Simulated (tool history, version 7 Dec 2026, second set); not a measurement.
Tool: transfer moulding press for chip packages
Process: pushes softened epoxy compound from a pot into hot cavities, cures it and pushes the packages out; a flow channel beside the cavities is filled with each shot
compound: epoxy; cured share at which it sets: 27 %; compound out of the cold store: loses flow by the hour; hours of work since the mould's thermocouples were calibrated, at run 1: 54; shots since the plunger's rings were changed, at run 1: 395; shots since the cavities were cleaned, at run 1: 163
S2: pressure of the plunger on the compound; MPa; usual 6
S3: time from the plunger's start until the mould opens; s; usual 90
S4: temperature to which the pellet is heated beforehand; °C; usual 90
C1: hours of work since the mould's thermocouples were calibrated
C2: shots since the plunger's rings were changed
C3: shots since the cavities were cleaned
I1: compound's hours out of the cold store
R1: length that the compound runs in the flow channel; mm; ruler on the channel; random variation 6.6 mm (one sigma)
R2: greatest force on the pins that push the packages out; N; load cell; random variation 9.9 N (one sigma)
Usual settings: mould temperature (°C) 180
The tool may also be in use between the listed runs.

run 1 hour=0 | mould_temperature_(°C)=180 S2=6 S3=90 S4=90 | C1=54 C2=395 C3=163 | I1=26 | R1=809 R2=503
run 2 hour=4.6 | mould_temperature_(°C)=180 S2=6 S3=90 S4=90 | C1=56 C2=430 C3=198 | I1=12.4 | R1=893 R2=520
run 3 hour=14.6 | mould_temperature_(°C)=180 S2=6 S3=90 S4=90 | C1=60 C2=507 C3=275 | I1=20.7 | R1=841 R2=558
run 4 hour=20.2 | mould_temperature_(°C)=180 S2=6 S3=117 S4=90 | C1=63 C2=550 C3=318 | I1=27.1 | R1=791 R2=453
run 5 hour=28.9 | mould_temperature_(°C)=180 S2=6 S3=117 S4=90 | C1=66 C2=616 C3=384 | I1=36.1 | R1=759 R2=467
run 6 hour=37.7 | mould_temperature_(°C)=180 S2=6 S3=90 S4=90 | C1=70 C2=683 C3=451 | I1=34.6 | R1=761 R2=591
run 7 hour=47.2 | mould_temperature_(°C)=180 S2=6 S3=90 S4=90 | C1=74 C2=757 C3=525 | I1=25.3 | R1=805 R2=599
run 8 hour=53.5 | mould_temperature_(°C)=180 S2=6 S3=124 S4=90 | C1=76 C2=805 C3=573 | I1=40.2 | R1=730 R2=492
run 9 hour=59.9 | mould_temperature_(°C)=180 S2=6 S3=76 S4=90 | C1=79 C2=854 C3=622 | I1=27.3 | R1=784 R2=861
run 10 hour=68.6 | mould_temperature_(°C)=180 S2=6 S3=90 S4=89 | C1=83 C2=920 C3=688 | I1=23.6 | R1=818 R2=635
run 11 hour=73.5 | mould_temperature_(°C)=180 S2=6 S3=90 S4=89 | C1=85 C2=958 C3=726 | I1=24 | R1=813 R2=656
run 12 hour=80.4 | mould_temperature_(°C)=180 S2=6 S3=90 S4=89 | C1=88 C2=1011 C3=779 | I1=19.2 | R1=841 R2=613
run 13 hour=86.3 | mould_temperature_(°C)=180 S2=6 S3=90 S4=89 | C1=90 C2=1056 C3=824 | I1=12 | R1=870 R2=669
run 14 hour=94.1 | mould_temperature_(°C)=180 S2=6 S3=90 S4=89 | C1=93 C2=1116 C3=884 | I1=30 | R1=766 R2=632
run 15 hour=100.1 | mould_temperature_(°C)=180 S2=6 S3=90 S4=90 | C1=96 C2=1162 C3=930 | I1=25.6 | R1=797 R2=636
run 16 hour=107.4 | mould_temperature_(°C)=172 S2=6 S3=90 S4=92 | C1=99 C2=1218 C3=986 | I1=8.1 | R1=920 R2=1211
run 17 hour=113.4 | mould_temperature_(°C)=180 S2=5.13 S3=90 S4=81 | C1=101 C2=1264 C3=1032 | I1=19.3 | R1=770 R2=671
run 18 hour=118.9 | mould_temperature_(°C)=180 S2=5.13 S3=90 S4=81 | C1=103 C2=1306 C3=1074 | I1=17.7 | R1=791 R2=699
-- hour=121.7 cavities cleaned with cleaning compound and waxed
run 19 hour=124.5 | mould_temperature_(°C)=180 S2=6.45 S3=73 S4=80 | C1=105 C2=1338 C3=22 | I1=8.9 | R1=929 R2=859
run 20 hour=132.9 | mould_temperature_(°C)=187 S2=6 S3=70 S4=88 | C1=109 C2=1401 C3=85 | I1=17.7 | R1=824 R2=555
run 21 hour=139.3 | mould_temperature_(°C)=185 S2=6 S3=70 S4=87 | C1=111 C2=1450 C3=134 | I1=35 | R1=730 R2=600
run 22 hour=144.1 | mould_temperature_(°C)=185 S2=6 S3=70 S4=87 | C1=113 C2=1488 C3=172 | I1=10.4 | R1=874 R2=685
run 23 hour=151.1 | mould_temperature_(°C)=185 S2=5.64 S3=71 S4=84 | C1=116 C2=1541 C3=225 | I1=32 | R1=737 R2=652
run 24 hour=158.1 | mould_temperature_(°C)=185 S2=5.64 S3=71 S4=84 | C1=119 C2=1595 C3=279 | I1=8.1 | R1=846 R2=752
run 25 hour=167.8 | mould_temperature_(°C)=186 S2=6.62 S3=71 S4=84 | C1=123 C2=1669 C3=353 | I1=34.5 | R1=781 R2=650
run 26 hour=177.3 | mould_temperature_(°C)=186 S2=5.64 S3=86 S4=93 | C1=127 C2=1742 C3=426 | I1=11.8 | R1=837 R2=478
run 27 hour=184.2 | mould_temperature_(°C)=182 S2=6.52 S3=100 S4=90 | C1=130 C2=1794 C3=478 | I1=25.6 | R1=819 R2=489
run 28 hour=193.6 | mould_temperature_(°C)=182 S2=6.52 S3=100 S4=90 | C1=134 C2=1867 C3=551 | I1=35.4 | R1=774 R2=502
run 29 hour=202.8 | mould_temperature_(°C)=187 S2=5.3 S3=84 S4=91 | C1=138 C2=1937 C3=621 | I1=12.8 | R1=792 R2=533

Forecast each of these 4 alternatives for the next run:
run A hour=212.1 | mould_temperature_(°C)=187 S2=6 S3=113 S4=85 | C1=141 C2=2008 C3=692 | I1=40.4 | R1=? R2=?
run B hour=212.1 | mould_temperature_(°C)=180 S2=6.49 S3=103 S4=90 | C1=141 C2=2008 C3=692 | I1=8.4 | R1=? R2=?
run C hour=212.1 | mould_temperature_(°C)=180 S2=5.3 S3=84 S4=83 | C1=141 C2=2008 C3=692 | I1=33.4 | R1=? R2=?
run D hour=212.1 | mould_temperature_(°C)=186 S2=5.02 S3=84 S4=86 | C1=141 C2=2008 C3=692 | I1=19.7 | R1=? R2=?

run=A R1=693 R2=504
run=B R1=917 R2=550
run=C R1=705 R2=674
run=D R1=733 R2=554
Without the tool's hidden state the same runs would have given:
run=A R1=712 R2=377
run=B R1=942 R2=414
run=C R1=724 R2=511
run=D R1=753 R2=418
